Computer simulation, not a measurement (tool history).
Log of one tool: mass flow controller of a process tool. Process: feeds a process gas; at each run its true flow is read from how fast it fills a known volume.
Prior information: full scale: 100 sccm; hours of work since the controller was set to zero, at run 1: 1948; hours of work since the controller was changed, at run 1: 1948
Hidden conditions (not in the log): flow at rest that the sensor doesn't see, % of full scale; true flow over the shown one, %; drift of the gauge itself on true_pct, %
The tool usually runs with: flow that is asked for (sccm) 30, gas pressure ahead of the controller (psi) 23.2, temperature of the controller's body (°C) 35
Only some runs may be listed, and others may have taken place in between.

| run | hour | flow that is asked for (sccm) | gas pressure ahead of the controller (psi) | temperature of the controller's body (°C) | hours of work since the controller was set to zero | hours of work since the controller was changed | true flow (%) |
|---|---|---|---|---|---|---|---|
| 1 | 0.0 | 30 | 23.2 | 35 | 1948 | 1948 | 98.99 |
| 2 | 75.2 | 32 | 23.2 | 35 | 1999 | 1999 | 99.12 |
| 3 | 156.6 | 32 | 23.2 | 35 | 2055 | 2055 | 99.07 |
| 4 | 291.9 | 30 | 20.7 | 35 | 2147 | 2147 | 98.88 |
| 5 | 452.4 | 30 | 20.7 | 35 | 2256 | 2256 | 98.83 |
| 6 | 634.3 | 30 | 20.7 | 35 | 2380 | 2380 | 98.90 |
| 7 | 787.9 | 30 | 20.7 | 35 | 2484 | 2484 | 98.81 |
| 8 | 899.1 | 30 | 23.2 | 35 | 2560 | 2560 | 98.79 |

Predict the results of run 9:
| 9 | 1048.3 | 36 | 33.5 | 30 | 2661 | 2661 | ? |

Run 9 yielded true flow (%) 99.23.
If the tool had no hidden condition, the same run with the same run-to-run variation would have returned true flow (%) 99.58.
